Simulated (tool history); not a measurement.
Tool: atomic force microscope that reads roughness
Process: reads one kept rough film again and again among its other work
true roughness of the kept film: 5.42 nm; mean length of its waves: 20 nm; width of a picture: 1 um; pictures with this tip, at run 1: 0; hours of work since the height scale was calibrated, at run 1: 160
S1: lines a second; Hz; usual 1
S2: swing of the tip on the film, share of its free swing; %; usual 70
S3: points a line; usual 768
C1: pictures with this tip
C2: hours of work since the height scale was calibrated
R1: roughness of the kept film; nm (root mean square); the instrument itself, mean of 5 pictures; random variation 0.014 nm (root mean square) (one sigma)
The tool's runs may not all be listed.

run	hour	S1	S2	S3	C1	C2	R1
1	0	1	70	768	0	160	3.387
2	32.6	1	70	768	48	179	3.105
3	50.5	1	70	768	75	190	2.966
4	68.6	1	70	768	102	200	2.862
5	95.3	1	70	768	142	216	2.724
6	119.5	1	70	768	179	231	2.566
7	137.5	1	70	768	206	241	2.51
# hour 146.1: new tip fitted
8	170.5	1	70	768	36	261	3.129
9	203.1	1	70	768	85	280	2.912
10	223.3	1	70	768	115	292	2.808
11	254.2	1	70	768	162	310	2.606
12	274.3	1.13	64	555	192	322	2.526
# hour 292.2: new tip fitted
13	307.5	1.13	64	555	23	342	3.209
14	333	3.48	64	450	61	357	2.829
15	360.3	3.48	64	450	102	373	2.647
16	377.1	3.48	66	450	127	383	2.531
17	405.9	0.96	58	428	170	400	2.616
18	420.5	1.16	80	1000	192	409	2.384
# hour 439.1: new tip fitted
19	452.2	1.16	80	1000	20	427	3.085
20	473	1.16	80	1000	51	440	2.941
21	498.7	1	77	552	89	455	2.849
22	531.9	1	77	552	139	475	2.647

3 ways to go on from here, each from the tool as it stands after run 22. What would each give?
A	554.9	1.69	75	669	174	488	?
B	554.9	0.54	60	513	174	488	?
C	554.9	1	82	535	174	488	?

run	R1
A	2.46
B	2.642
C	2.514
Without the tool's hidden state the same runs would have given:
run	R1
A	3.21
B	3.445
C	3.277
